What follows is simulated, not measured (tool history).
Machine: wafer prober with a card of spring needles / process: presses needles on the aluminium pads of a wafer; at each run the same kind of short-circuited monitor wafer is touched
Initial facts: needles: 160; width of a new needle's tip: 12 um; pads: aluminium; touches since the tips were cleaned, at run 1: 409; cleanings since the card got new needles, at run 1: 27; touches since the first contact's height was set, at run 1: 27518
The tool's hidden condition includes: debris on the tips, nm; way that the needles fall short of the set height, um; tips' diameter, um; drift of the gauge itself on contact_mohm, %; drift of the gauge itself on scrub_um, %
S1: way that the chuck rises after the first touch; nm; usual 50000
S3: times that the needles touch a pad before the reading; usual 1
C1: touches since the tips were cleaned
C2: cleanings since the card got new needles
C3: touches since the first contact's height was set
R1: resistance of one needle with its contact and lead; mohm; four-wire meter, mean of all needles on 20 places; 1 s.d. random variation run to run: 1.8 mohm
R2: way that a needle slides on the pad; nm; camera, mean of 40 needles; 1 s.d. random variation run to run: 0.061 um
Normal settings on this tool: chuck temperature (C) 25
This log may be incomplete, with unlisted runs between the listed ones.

{"run": 1, "hour": 0.0, "S1": 50000, "chuck temperature (C)": 25, "S3": 1, "C1": 409, "C2": 27, "C3": 27518, "R1": 198, "R2": 11760}
{"run": 2, "hour": 17.5, "S1": 50000, "chuck temperature (C)": 25, "S3": 1, "C1": 4624, "C2": 27, "C3": 31733, "R1": 232, "R2": 11710}
{"hour": 26.6, "done": "tips cleaned on abrasive film"}
{"run": 3, "hour": 33.1, "S1": 50000, "chuck temperature (C)": 25, "S3": 1, "C1": 1576, "C2": 28, "C3": 35461, "R1": 210, "R2": 11710}
{"hour": 53.5, "done": "tips cleaned on abrasive film"}
{"run": 4, "hour": 53.7, "S1": 50000, "chuck temperature (C)": 25, "S3": 1, "C1": 38, "C2": 29, "C3": 40373, "R1": 192, "R2": 11760}
{"run": 5, "hour": 72.6, "S1": 50000, "chuck temperature (C)": 25, "S3": 1, "C1": 4588, "C2": 29, "C3": 44923, "R1": 238, "R2": 11690}
{"hour": 80.2, "done": "tips cleaned on abrasive film"}
{"run": 6, "hour": 87.8, "S1": 50000, "chuck temperature (C)": 33, "S3": 1, "C1": 1811, "C2": 30, "C3": 48554, "R1": 212, "R2": 11610}
{"run": 7, "hour": 104.9, "S1": 50000, "chuck temperature (C)": 33, "S3": 1, "C1": 5927, "C2": 30, "C3": 52670, "R1": 239, "R2": 11720}
{"hour": 108.2, "done": "tips cleaned on abrasive film"}
{"run": 8, "hour": 115.8, "S1": 50000, "chuck temperature (C)": 25, "S3": 1, "C1": 1844, "C2": 31, "C3": 55279, "R1": 215, "R2": 11490}
{"run": 9, "hour": 126.6, "S1": 50000, "chuck temperature (C)": 25, "S3": 1, "C1": 4423, "C2": 31, "C3": 57858, "R1": 233, "R2": 11640}
{"hour": 135.6, "done": "tips cleaned on abrasive film"}
{"run": 10, "hour": 141.8, "S1": 50000, "chuck temperature (C)": 25, "S3": 1, "C1": 1495, "C2": 32, "C3": 61494, "R1": 205, "R2": 11650}
{"run": 11, "hour": 158.4, "S1": 52000, "chuck temperature (C)": 25, "S3": 1, "C1": 5479, "C2": 32, "C3": 65478, "R1": 239, "R2": 12130}
{"hour": 163.4, "done": "tips cleaned on abrasive film"}
{"run": 12, "hour": 173.3, "S1": 52000, "chuck temperature (C)": 30, "S3": 1, "C1": 2381, "C2": 33, "C3": 69041, "R1": 220, "R2": 12030}
{"hour": 190.0, "done": "tips cleaned on abrasive film"}
{"run": 13, "hour": 190.0, "S1": 31000, "chuck temperature (C)": 25, "S3": 1, "C1": 0, "C2": 34, "C3": 73044, "R1": 200, "R2": 7110}
{"run": 14, "hour": 209.8, "S1": 31000, "chuck temperature (C)": 25, "S3": 1, "C1": 4758, "C2": 34, "C3": 77802, "R1": 312, "R2": 7070}
{"hour": 217.0, "done": "tips cleaned on abrasive film"}
{"run": 15, "hour": 220.0, "S1": 31000, "chuck temperature (C)": 25, "S3": 1, "C1": 704, "C2": 35, "C3": 80218, "R1": 226, "R2": 7010}
{"run": 16, "hour": 230.2, "S1": 50000, "chuck temperature (C)": 25, "S3": 1, "C1": 3167, "C2": 35, "C3": 82681, "R1": 226, "R2": 11480}
{"hour": 244.2, "done": "tips cleaned on abrasive film"}
{"run": 17, "hour": 244.2, "S1": 50000, "chuck temperature (C)": 25, "S3": 1, "C1": 0, "C2": 36, "C3": 86020, "R1": 189, "R2": 11550}
{"run": 18, "hour": 257.0, "S1": 50000, "chuck temperature (C)": 25, "S3": 1, "C1": 3076, "C2": 36, "C3": 89096, "R1": 226, "R2": 11470}
{"run": 19, "hour": 269.1, "S1": 50000, "chuck temperature (C)": 25, "S3": 1, "C1": 5983, "C2": 36, "C3": 92003, "R1": 246, "R2": 11540}
{"hour": 271.0, "done": "tips cleaned on abrasive film"}
{"run": 20, "hour": 283.1, "S1": 30000, "chuck temperature (C)": 44, "S3": 1, "C1": 2920, "C2": 37, "C3": 95359, "R1": 297, "R2": 6880}
{"run": 21, "hour": 293.4, "S1": 30000, "chuck temperature (C)": 73, "S3": 1, "C1": 5383, "C2": 37, "C3": 97822, "R1": 341, "R2": 6800}
{"hour": 298.9, "done": "tips cleaned on abrasive film"}
{"run": 22, "hour": 303.5, "S1": 30000, "chuck temperature (C)": 73, "S3": 1, "C1": 1113, "C2": 38, "C3": 100242, "R1": 253, "R2": 6780}
{"run": 23, "hour": 318.8, "S1": 46000, "chuck temperature (C)": 111, "S3": 3, "C1": 4786, "C2": 38, "C3": 103915, "R1": 227, "R2": 10630}
{"hour": 325.6, "done": "tips cleaned on abrasive film"}
{"run": 24, "hour": 334.1, "S1": 46000, "chuck temperature (C)": 88, "S3": 3, "C1": 2048, "C2": 39, "C3": 107566, "R1": 215, "R2": 10460}
{"run": 25, "hour": 344.5, "S1": 46000, "chuck temperature (C)": 28, "S3": 2, "C1": 4543, "C2": 39, "C3": 110061, "R1": 222, "R2": 10540}
{"hour": 352.2, "done": "tips cleaned on abrasive film"}
{"run": 26, "hour": 365.1, "S1": 34000, "chuck temperature (C)": 28, "S3": 1, "C1": 3100, "C2": 40, "C3": 115006, "R1": 271, "R2": 7690}
{"hour": 379.1, "done": "tips cleaned on abrasive film"}
{"run": 27, "hour": 384.3, "S1": 34000, "chuck temperature (C)": 28, "S3": 1, "C1": 1233, "C2": 41, "C3": 119585, "R1": 241, "R2": 7560}
{"run": 28, "hour": 399.8, "S1": 41000, "chuck temperature (C)": 79, "S3": 2, "C1": 4965, "C2": 41, "C3": 123317, "R1": 246, "R2": 9360}
{"hour": 406.3, "done": "tips cleaned on abrasive film"}
{"run": 29, "hour": 411.3, "S1": 49000, "chuck temperature (C)": 81, "S3": 3, "C1": 1221, "C2": 42, "C3": 126070, "R1": 206, "R2": 11210}
{"run": 30, "hour": 425.7, "S1": 49000, "chuck temperature (C)": 81, "S3": 3, "C1": 4666, "C2": 42, "C3": 129515, "R1": 216, "R2": 11200}
{"hour": 433.6, "done": "tips cleaned on abrasive film"}
{"run": 31, "hour": 436.6, "S1": 49000, "chuck temperature (C)": 43, "S3": 2, "C1": 732, "C2": 43, "C3": 132127, "R1": 199, "R2": 11220}
{"run": 32, "hour": 446.7, "S1": 37000, "chuck temperature (C)": 26, "S3": 1, "C1": 3153, "C2": 43, "C3": 134548, "R1": 263, "R2": 8430}
{"hour": 460.4, "done": "tips cleaned on abrasive film"}
{"run": 33, "hour": 463.8, "S1": 43000, "chuck temperature (C)": 106, "S3": 1, "C1": 813, "C2": 44, "C3": 138633, "R1": 224, "R2": 9770}

Predict each of these 4 candidate next runs independently; none follows another, all start after run 33:
{"run": "A", "hour": 473.5, "S1": 53000, "chuck temperature (C)": 63, "S3": 2, "C1": 3161, "C2": 44, "C3": 140981, "R1": "?", "R2": "?"}
{"run": "B", "hour": 473.5, "S1": 67000, "chuck temperature (C)": 44, "S3": 1, "C1": 3161, "C2": 44, "C3": 140981, "R1": "?", "R2": "?"}
{"run": "C", "hour": 473.5, "S1": 53000, "chuck temperature (C)": 77, "S3": 1, "C1": 3161, "C2": 44, "C3": 140981, "R1": "?", "R2": "?"}
{"run": "D", "hour": 473.5, "S1": 68000, "chuck temperature (C)": 45, "S3": 1, "C1": 3161, "C2": 44, "C3": 140981, "R1": "?", "R2": "?"}

run=A R1=213 R2=12100
run=B R1=212 R2=15370
run=C R1=229 R2=12060
run=D R1=210 R2=15760
Without the tool's unlogged condition, the same runs would have read:
run=A R1=191 R2=12510
run=B R1=187 R2=15780
run=C R1=193 R2=12470
run=D R1=186 R2=16170

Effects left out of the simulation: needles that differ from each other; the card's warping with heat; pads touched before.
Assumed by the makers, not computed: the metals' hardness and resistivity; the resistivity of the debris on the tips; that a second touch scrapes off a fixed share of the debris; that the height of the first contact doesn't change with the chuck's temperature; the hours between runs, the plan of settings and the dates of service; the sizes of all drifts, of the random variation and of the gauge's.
